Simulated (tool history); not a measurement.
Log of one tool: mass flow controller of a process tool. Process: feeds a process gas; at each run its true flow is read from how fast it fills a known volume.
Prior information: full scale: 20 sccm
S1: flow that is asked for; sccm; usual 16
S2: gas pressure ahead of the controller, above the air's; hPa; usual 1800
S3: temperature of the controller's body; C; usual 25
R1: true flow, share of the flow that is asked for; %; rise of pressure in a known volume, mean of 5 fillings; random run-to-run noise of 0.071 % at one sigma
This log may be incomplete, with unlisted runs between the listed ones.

| run | hour | S1 | S2 | S3 | R1 |
|---|---|---|---|---|---|
| 1 | 0 | 16 | 1800 | 25 | 100.33 |
| 2 | 138.1 | 16 | 1800 | 25 | 100.29 |
| 3 | 252.4 | 16 | 1800 | 25 | 100.2 |
| 4 | 354.9 | 16 | 1800 | 25 | 100.39 |
| 5 | 493.6 | 2 | 1800 | 25 | 102.55 |
| 6 | 570.4 | 2 | 1800 | 25 | 102.72 |
| 7 | 679.5 | 16 | 1800 | 25 | 100.47 |
| 8 | 771.1 | 16 | 1800 | 25 | 100.48 |
| 9 | 884 | 16 | 1800 | 25 | 100.5 |
| 10 | 1061.6 | 16 | 1800 | 25 | 100.53 |
| 11 | 1235 | 16 | 1800 | 25 | 100.66 |
|  | 1251.2 | controller's zero set anew |
| 12 | 1338.7 | 16 | 1800 | 25 | 101.14 |
| 13 | 1411.6 | 16 | 1800 | 25 | 100.86 |
| 14 | 1506.1 | 14 | 1690 | 28 | 101.15 |
| 15 | 1631.1 | 14 | 1690 | 28 | 101.03 |
| 16 | 1803.9 | 5 | 2460 | 36 | 103.23 |
|  | 1938.1 | controller's zero set anew, once more |
| 17 | 1949.8 | 5 | 2460 | 36 | 100.41 |
| 18 | 2085.4 | 2 | 2460 | 36 | 100.37 |
| 19 | 2176 | 18 | 1800 | 25 | 100.38 |
| 20 | 2343.1 | 16 | 1680 | 25 | 100.27 |
| 21 | 2424.5 | 16 | 1680 | 25 | 100.39 |
| 22 | 2551.1 | 5 | 1620 | 25 | 99.69 |
| 23 | 2714 | 8 | 2000 | 25 | 100.09 |
| 24 | 2880.6 | 17 | 1700 | 39 | 101.25 |
| 25 | 2973.4 | 16 | 1800 | 28 | 100.77 |
| 26 | 3094.1 | 9 | 2740 | 30 | 101.19 |

3 ways to go on from here, each from the tool as it stands after run 26. What would each give?
| A | 3264.6 | 15 | 2180 | 25 | ? |
| B | 3264.6 | 9 | 2740 | 26 | ? |
| C | 3264.6 | 12 | 1600 | 25 | ? |

| run | R1 |
|---|---|
| A | 100.85 |
| B | 101.12 |
| C | 100.28 |
What these runs would have given with no unlogged condition in the tool:
| run | R1 |
|---|---|
| A | 99.7 |
| B | 99.86 |
| C | 99.1 |
